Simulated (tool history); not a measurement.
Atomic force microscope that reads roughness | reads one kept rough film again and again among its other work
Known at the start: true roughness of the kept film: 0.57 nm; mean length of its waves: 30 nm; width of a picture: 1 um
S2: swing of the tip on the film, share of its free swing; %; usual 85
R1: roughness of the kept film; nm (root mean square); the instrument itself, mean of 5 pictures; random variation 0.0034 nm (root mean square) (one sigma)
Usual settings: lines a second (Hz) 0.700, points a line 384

Run 1, hour 0.0: usual settings. Result: R1 0.538 nm (root mean square).
Run 2, hour 19.7: usual settings. Result: R1 0.532 nm (root mean square).
Run 3, hour 61.7: usual settings but lines a second (Hz) 2.727. Result: R1 0.479 nm (root mean square).
Run 4, hour 85.2: usual settings but S2 63 %. Result: R1 0.532 nm (root mean square).
At hour 92.0: new tip fitted.
Run 5, hour 114.6: usual settings but lines a second (Hz) 2.089, S2 63 %. Result: R1 0.533 nm (root mean square).
Run 6, hour 135.5: usual settings but lines a second (Hz) 2.089, S2 63 %. Result: R1 0.538 nm (root mean square).
Run 7, hour 166.8: usual settings but lines a second (Hz) 2.089. Result: R1 0.495 nm (root mean square).
Run 8, hour 206.3: usual settings but lines a second (Hz) 1.057. Result: R1 0.509 nm (root mean square).
At hour 210.7: new tip fitted.
Run 9, hour 250.9: usual settings but lines a second (Hz) 1.057. Result: R1 0.524 nm (root mean square).
Run 10, hour 291.9: usual settings but points a line 597. Result: R1 0.530 nm (root mean square).
Run 11, hour 324.7: usual settings but points a line 597. Result: R1 0.524 nm (root mean square).
At hour 328.2: new tip fitted.
Run 12, hour 355.3: usual settings. Result: R1 0.536 nm (root mean square).
Run 13, hour 375.3: usual settings but lines a second (Hz) 0.612. Result: R1 0.531 nm (root mean square).
Run 14, hour 395.8: usual settings but lines a second (Hz) 0.612, S2 67 %. Result: R1 0.542 nm (root mean square).
At hour 399.8: height scale calibrated on a step standard.
Run 15, hour 442.9: usual settings. Result: R1 0.525 nm (root mean square).
At hour 446.9: new tip fitted.
Run 16, hour 465.2: usual settings. Result: R1 0.533 nm (root mean square).
Run 17, hour 510.7: usual settings but S2 56 %. Result: R1 0.540 nm (root mean square).
Run 18, hour 538.4: usual settings but S2 56 %. Result: R1 0.538 nm (root mean square).
At hour 564.8: new tip fitted.
Run 19, hour 574.4: usual settings but S2 56 %. Result: R1 0.551 nm (root mean square).
At hour 613.1: height scale calibrated on a step standard, once more.
Run 20, hour 613.1: usual settings but lines a second (Hz) 3.166, S2 59 %, points a line 791. Result: R1 0.530 nm (root mean square).
Run 21, hour 650.0: usual settings but lines a second (Hz) 3.166, S2 59 %, points a line 791. Result: R1 0.520 nm (root mean square).
At hour 681.2: new tip fitted.
Run 22, hour 684.0: usual settings but lines a second (Hz) 3.166, S2 59 %, points a line 791. Result: R1 0.543 nm (root mean square).
Run 23, hour 717.0: usual settings but points a line 334. Result: R1 0.532 nm (root mean square).
Run 24, hour 741.9: usual settings but lines a second (Hz) 2.676, S2 61 %, points a line 945. Result: R1 0.533 nm (root mean square).
Run 25, hour 779.7: usual settings but lines a second (Hz) 2.676, S2 61 %, points a line 945. Result: R1 0.523 nm (root mean square).
At hour 797.5: new tip fitted.
Run 26, hour 820.4: usual settings but lines a second (Hz) 1.628, points a line 920. Result: R1 0.515 nm (root mean square).
Run 27, hour 843.7: usual settings but lines a second (Hz) 2.852, S2 76 %, points a line 984. Result: R1 0.502 nm (root mean square).
Run 28, hour 884.9: usual settings but lines a second (Hz) 2.852, S2 76 %, points a line 984. Result: R1 0.494 nm (root mean square).
At hour 913.9: new tip fitted.
Run 29, hour 925.7: usual settings but lines a second (Hz) 2.852, S2 76 %, points a line 984. Result: R1 0.515 nm (root mean square).

The next listed run, before its measurement:
Run 30, hour 950.9: usual settings but lines a second (Hz) 2.852, S2 76 %, points a line 984. Result: R1 ?.

{"run 30": {"R1": 0.508}}
Without the tool's hidden state the same run would have given R1 0.514 nm (root mean square).
